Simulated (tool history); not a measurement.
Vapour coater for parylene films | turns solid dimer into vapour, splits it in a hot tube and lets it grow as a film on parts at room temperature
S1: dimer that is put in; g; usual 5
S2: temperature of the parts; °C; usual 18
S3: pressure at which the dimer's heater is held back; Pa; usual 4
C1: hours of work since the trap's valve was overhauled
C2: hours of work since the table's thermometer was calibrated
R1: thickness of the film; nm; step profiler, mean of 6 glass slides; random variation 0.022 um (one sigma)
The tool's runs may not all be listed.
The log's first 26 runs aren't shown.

{"run": 27, "hour": 538.2, "S1": 5, "S2": 17, "S3": 3.04, "C1": 461, "C2": 419, "R1": 2510}
{"run": 28, "hour": 566.0, "S1": 5, "S2": 17, "S3": 2.52, "C1": 479, "C2": 437, "R1": 2640}
{"run": 29, "hour": 590.8, "S1": 5, "S2": 17, "S3": 2.52, "C1": 494, "C2": 453, "R1": 2640}
{"run": 30, "hour": 609.1, "S1": 5, "S2": 17, "S3": 2.52, "C1": 506, "C2": 464, "R1": 2640}
{"run": 31, "hour": 622.5, "S1": 6, "S2": 18, "S3": 4, "C1": 514, "C2": 473, "R1": 2710}
{"run": 32, "hour": 641.6, "S1": 5, "S2": 18, "S3": 3.16, "C1": 527, "C2": 485, "R1": 2380}
{"run": 33, "hour": 670.9, "S1": 5, "S2": 18, "S3": 2.52, "C1": 545, "C2": 504, "R1": 2500}
{"run": 34, "hour": 683.8, "S1": 5, "S2": 24, "S3": 7.11, "C1": 553, "C2": 512, "R1": 1540}
{"run": 35, "hour": 704.6, "S1": 3, "S2": 15, "S3": 3.86, "C1": 567, "C2": 525, "R1": 1580}
{"run": 36, "hour": 723.4, "S1": 7, "S2": 15, "S3": 10.72, "C1": 579, "C2": 537, "R1": 2820}
{"run": 37, "hour": 750.4, "S1": 3, "S2": 17, "S3": 2.18, "C1": 596, "C2": 554, "R1": 1620}
{"run": 38, "hour": 768.4, "S1": 3, "S2": 17, "S3": 2.18, "C1": 607, "C2": 566, "R1": 1610}
{"hour": 800.3, "done": "trap's valve overhauled"}
{"run": 39, "hour": 800.3, "S1": 8, "S2": 25, "S3": 3.65, "C1": 0, "C2": 583, "R1": 3070}
{"run": 40, "hour": 819.3, "S1": 8, "S2": 25, "S3": 3.65, "C1": 12, "C2": 595, "R1": 3020}
{"run": 41, "hour": 846.4, "S1": 8, "S2": 25, "S3": 3.65, "C1": 29, "C2": 613, "R1": 3010}
{"run": 42, "hour": 866.5, "S1": 5, "S2": 13, "S3": 9.39, "C1": 42, "C2": 625, "R1": 2590}
{"run": 43, "hour": 885.2, "S1": 5, "S2": 22, "S3": 4.09, "C1": 54, "C2": 637, "R1": 2090}
{"run": 44, "hour": 909.6, "S1": 5, "S2": 13, "S3": 4, "C1": 69, "C2": 653, "R1": 3130}
{"run": 45, "hour": 929.5, "S1": 5, "S2": 13, "S3": 6.22, "C1": 82, "C2": 665, "R1": 2780}
{"run": 46, "hour": 953.0, "S1": 5, "S2": 13, "S3": 6.22, "C1": 97, "C2": 680, "R1": 2760}
{"run": 47, "hour": 974.0, "S1": 5, "S2": 14, "S3": 5.76, "C1": 110, "C2": 694, "R1": 2700}

4 ways to go on from here, each from the tool as it stands after run 47. What would each give?
{"run": "A", "hour": 1000.8, "S1": 8, "S2": 12, "S3": 5.76, "C1": 127, "C2": 711, "R1": "?"}
{"run": "B", "hour": 1000.8, "S1": 5, "S2": 18, "S3": 4, "C1": 127, "C2": 711, "R1": "?"}
{"run": "C", "hour": 1000.8, "S1": 5, "S2": 16, "S3": 5.95, "C1": 127, "C2": 711, "R1": "?"}
{"run": "D", "hour": 1000.8, "S1": 7, "S2": 18, "S3": 10.82, "C1": 127, "C2": 711, "R1": "?"}

run=A R1=4790
run=B R1=2500
run=C R1=2480
run=D R1=2770
Without the tool's hidden state the same runs would have given:
run=A R1=4780
run=B R1=2490
run=C R1=2480
run=D R1=2760
